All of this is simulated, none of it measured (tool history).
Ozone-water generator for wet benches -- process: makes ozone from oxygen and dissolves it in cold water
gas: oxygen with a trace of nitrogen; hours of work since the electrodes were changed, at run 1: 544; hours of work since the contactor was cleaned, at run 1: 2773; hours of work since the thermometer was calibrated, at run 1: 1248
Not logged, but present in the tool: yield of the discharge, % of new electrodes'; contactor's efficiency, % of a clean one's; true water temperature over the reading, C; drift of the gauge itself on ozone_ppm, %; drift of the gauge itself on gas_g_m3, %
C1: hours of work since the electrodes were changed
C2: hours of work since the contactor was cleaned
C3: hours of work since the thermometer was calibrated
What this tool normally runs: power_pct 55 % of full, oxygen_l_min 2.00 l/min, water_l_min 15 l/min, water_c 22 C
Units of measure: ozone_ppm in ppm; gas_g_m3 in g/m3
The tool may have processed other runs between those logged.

run 1 day=0.000 | power_pct=55 oxygen_l_min=2.00 water_l_min=15 water_c=22 | C1=544 C2=2773 C3=1248 | ozone_ppm=11.0 gas_g_m3=148.8
run 2 day=2.550 | power_pct=55 oxygen_l_min=1.82 water_l_min=15 water_c=22 | C1=596 C2=2825 C3=1300 | ozone_ppm=10.5 gas_g_m3=157.7
run 3 day=5.262 | power_pct=55 oxygen_l_min=1.82 water_l_min=15 water_c=22 | C1=652 C2=2881 C3=1356 | ozone_ppm=10.4 gas_g_m3=155.3
run 4 day=7.692 | power_pct=55 oxygen_l_min=1.82 water_l_min=15 water_c=22 | C1=701 C2=2930 C3=1405 | ozone_ppm=10.4 gas_g_m3=154.8
run 5 day=11.179 | power_pct=55 oxygen_l_min=2.00 water_l_min=19 water_c=22 | C1=773 C2=3002 C3=1477 | ozone_ppm=8.5 gas_g_m3=149.8
run 6 day=13.233 | power_pct=55 oxygen_l_min=2.00 water_l_min=19 water_c=22 | C1=815 C2=3044 C3=1519 | ozone_ppm=8.5 gas_g_m3=149.4
run 7 day=15.904 | power_pct=55 oxygen_l_min=2.00 water_l_min=12 water_c=22 | C1=869 C2=3098 C3=1573 | ozone_ppm=13.0 gas_g_m3=148.4
run 8 day=18.179 | power_pct=55 oxygen_l_min=2.00 water_l_min=15 water_c=22 | C1=916 C2=3145 C3=1620 | ozone_ppm=10.8 gas_g_m3=149.2
run 9 day=20.233 | power_pct=55 oxygen_l_min=2.00 water_l_min=15 water_c=22 | C1=958 C2=3187 C3=1662 | ozone_ppm=10.6 gas_g_m3=149.1
run 10 day=22.083 | power_pct=55 oxygen_l_min=2.00 water_l_min=15 water_c=22 | C1=995 C2=3225 C3=1699 | ozone_ppm=10.6 gas_g_m3=149.1
run 11 day=25.100 | power_pct=55 oxygen_l_min=2.00 water_l_min=15 water_c=22 | C1=1057 C2=3286 C3=1761 | ozone_ppm=10.7 gas_g_m3=149.5
run 12 day=26.946 | power_pct=55 oxygen_l_min=2.00 water_l_min=15 water_c=22 | C1=1095 C2=3324 C3=1799 | ozone_ppm=10.5 gas_g_m3=147.3
run 13 day=30.246 | power_pct=55 oxygen_l_min=2.00 water_l_min=15 water_c=22 | C1=1162 C2=3391 C3=1866 | ozone_ppm=10.6 gas_g_m3=147.5
run 14 day=32.842 | power_pct=55 oxygen_l_min=3.51 water_l_min=15 water_c=22 | C1=1215 C2=3444 C3=1919 | ozone_ppm=11.5 gas_g_m3=114.6
run 15 day=35.917 | power_pct=47 oxygen_l_min=3.51 water_l_min=15 water_c=22 | C1=1278 C2=3507 C3=1982 | ozone_ppm=10.5 gas_g_m3=102.5
run 16 day=39.396 | power_pct=47 oxygen_l_min=2.31 water_l_min=15 water_c=22 | C1=1349 C2=3578 C3=2053 | ozone_ppm=10.1 gas_g_m3=125.9
run 17 day=42.712 | power_pct=80 oxygen_l_min=2.31 water_l_min=12 water_c=27 | C1=1417 C2=3646 C3=2121 | ozone_ppm=16.0 gas_g_m3=176.6
run 18 day=46.983 | power_pct=46 oxygen_l_min=2.31 water_l_min=19 water_c=27 | C1=1504 C2=3733 C3=2208 | ozone_ppm=7.3 gas_g_m3=123.5
run 19 day=50.229 | power_pct=55 oxygen_l_min=2.00 water_l_min=17 water_c=21 | C1=1571 C2=3800 C3=2274 | ozone_ppm=9.6 gas_g_m3=147.5
run 20 day=54.300 | power_pct=44 oxygen_l_min=1.02 water_l_min=19 water_c=21 | C1=1654 C2=3883 C3=2358 | ozone_ppm=5.9 gas_g_m3=175.0
run 21 day=57.496 | power_pct=92 oxygen_l_min=2.76 water_l_min=15 water_c=22 | C1=1719 C2=3948 C3=2423 | ozone_ppm=15.7 gas_g_m3=175.0
run 22 day=59.883 | power_pct=79 oxygen_l_min=1.42 water_l_min=15 water_c=22 | C1=1768 C2=3997 C3=2472 | ozone_ppm=12.1 gas_g_m3=219.0
run 23 day=62.862 | power_pct=46 oxygen_l_min=1.25 water_l_min=23 water_c=28 | C1=1829 C2=4058 C3=2533 | ozone_ppm=4.8 gas_g_m3=161.7
run 24 day=65.708 | power_pct=60 oxygen_l_min=1.79 water_l_min=14 water_c=21 | C1=1887 C2=4116 C3=2591 | ozone_ppm=11.6 gas_g_m3=162.8
run 25 day=68.883 | power_pct=60 oxygen_l_min=1.79 water_l_min=14 water_c=21 | C1=1952 C2=4181 C3=2656 | ozone_ppm=11.7 gas_g_m3=163.6
run 26 day=73.071 | power_pct=60 oxygen_l_min=1.79 water_l_min=14 water_c=21 | C1=2037 C2=4266 C3=2741 | ozone_ppm=11.7 gas_g_m3=163.8
run 27 day=77.146 | power_pct=64 oxygen_l_min=2.00 water_l_min=15 water_c=15 | C1=2120 C2=4350 C3=2824 | ozone_ppm=12.4 gas_g_m3=161.8
run 28 day=79.075 | power_pct=73 oxygen_l_min=1.60 water_l_min=21 water_c=18 | C1=2160 C2=4389 C3=2864 | ozone_ppm=8.6 gas_g_m3=194.3
run 29 day=83.229 | power_pct=73 oxygen_l_min=3.14 water_l_min=21 water_c=20 | C1=2245 C2=4474 C3=2949 | ozone_ppm=10.3 gas_g_m3=141.3
run 30 day=85.358 | power_pct=55 oxygen_l_min=1.34 water_l_min=15 water_c=19 | C1=2288 C2=4517 C3=2992 | ozone_ppm=9.6 gas_g_m3=176.6
run 31 day=89.342 | power_pct=89 oxygen_l_min=1.81 water_l_min=12 water_c=16 | C1=2370 C2=4599 C3=3074 | ozone_ppm=18.1 gas_g_m3=206.3
run 32 day=93.438 | power_pct=89 oxygen_l_min=1.81 water_l_min=12 water_c=16 | C1=2453 C2=4682 C3=3157 | ozone_ppm=18.4 gas_g_m3=207.4

3 options for the next run, each taken on its own from the tool as it stands now. Forecast them:
run A day=97.275 | power_pct=55 oxygen_l_min=2.04 water_l_min=15 water_c=22 | C1=2532 C2=4761 C3=3236 | ozone_ppm=? gas_g_m3=?
run B day=97.275 | power_pct=89 oxygen_l_min=1.81 water_l_min=13 water_c=16 | C1=2532 C2=4761 C3=3236 | ozone_ppm=? gas_g_m3=?
run C day=97.275 | power_pct=67 oxygen_l_min=2.76 water_l_min=23 water_c=16 | C1=2532 C2=4761 C3=3236 | ozone_ppm=? gas_g_m3=?

run=A ozone_ppm=10.4 gas_g_m3=143.3
run=B ozone_ppm=16.8 gas_g_m3=206.2
run=C ozone_ppm=8.7 gas_g_m3=143.6
Had the tool no hidden state, the same runs would have come out as:
run=A ozone_ppm=11.1 gas_g_m3=148.0
run=B ozone_ppm=18.1 gas_g_m3=215.6
run=C ozone_ppm=9.5 gas_g_m3=149.0
